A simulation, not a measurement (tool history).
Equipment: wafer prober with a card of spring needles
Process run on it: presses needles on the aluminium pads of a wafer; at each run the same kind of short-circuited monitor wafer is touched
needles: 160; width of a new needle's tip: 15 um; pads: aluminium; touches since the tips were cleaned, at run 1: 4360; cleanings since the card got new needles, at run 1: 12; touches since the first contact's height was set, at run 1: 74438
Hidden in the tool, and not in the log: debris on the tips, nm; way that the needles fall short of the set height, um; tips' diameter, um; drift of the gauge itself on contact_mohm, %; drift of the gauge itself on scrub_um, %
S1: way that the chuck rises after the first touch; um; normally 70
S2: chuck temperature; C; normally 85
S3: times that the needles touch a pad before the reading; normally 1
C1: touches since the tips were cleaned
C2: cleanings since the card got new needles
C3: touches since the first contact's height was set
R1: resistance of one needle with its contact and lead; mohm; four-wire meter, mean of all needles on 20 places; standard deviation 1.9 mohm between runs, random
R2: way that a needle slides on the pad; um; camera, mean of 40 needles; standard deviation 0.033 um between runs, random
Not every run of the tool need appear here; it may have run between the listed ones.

run	day	S1	S2	S3	C1	C2	C3	R1	R2
1	0	70	85	1	4360	12	74438	250	19.14
# day 0.104: tips cleaned on abrasive film
2	0.354	70	85	1	3094	13	78768	240	19.18
# day 0.546: tips cleaned on abrasive film
3	0.917	70	85	1	4543	14	85621	261	19.14
# day 1.025: tips cleaned on abrasive film
4	1.217	70	85	1	2347	15	89290	234	19.18
# day 1.488: tips cleaned on abrasive film
5	1.808	70	85	1	3948	16	96528	249	19.17
# day 1.933: tips cleaned on abrasive film
# day 2.412: tips cleaned on abrasive film
6	2.454	70	85	1	495	18	104372	210	19.09
# day 2.879: tips cleaned on abrasive film
7	3.104	51	85	1	2806	19	112356	286	13.87
# day 3.358: tips cleaned on abrasive film
8	3.733	54	85	1	4638	20	120074	306	14.58
# day 3.846: tips cleaned on abrasive film
# day 4.312: tips cleaned on abrasive film
# day 4.325: height of the first contact set anew
9	4.408	70	85	1	1004	22	1004	220	19.26
10	4.754	70	85	1	5283	22	5283	258	19.31
# day 4.808: tips cleaned on abrasive film
# day 5.25: tips cleaned on abrasive film
11	5.342	70	85	1	1124	24	12410	225	19.25
# day 5.704: tips cleaned on abrasive film
12	5.792	70	85	1	1064	25	17911	221	19.3
13	6.058	70	85	1	4349	25	21196	257	19.31
# day 6.179: tips cleaned on abrasive film
14	6.458	70	85	2	3427	26	26064	226	19.28
# day 6.621: tips cleaned on abrasive film
15	6.896	71	85	1	3399	27	31446	249	19.49

Run 16, settings as shown, results not yet in. Your forecast:
# day 7.125: tips cleaned on abrasive film
16	7.375	70	31	1	3071	28	37255	?	?

R1: 235 mohm
R2: 19.21 um
With the hidden condition absent and the run-to-run variation left alone, this run would have shown R1 183 mohm, R2 19.28 um.
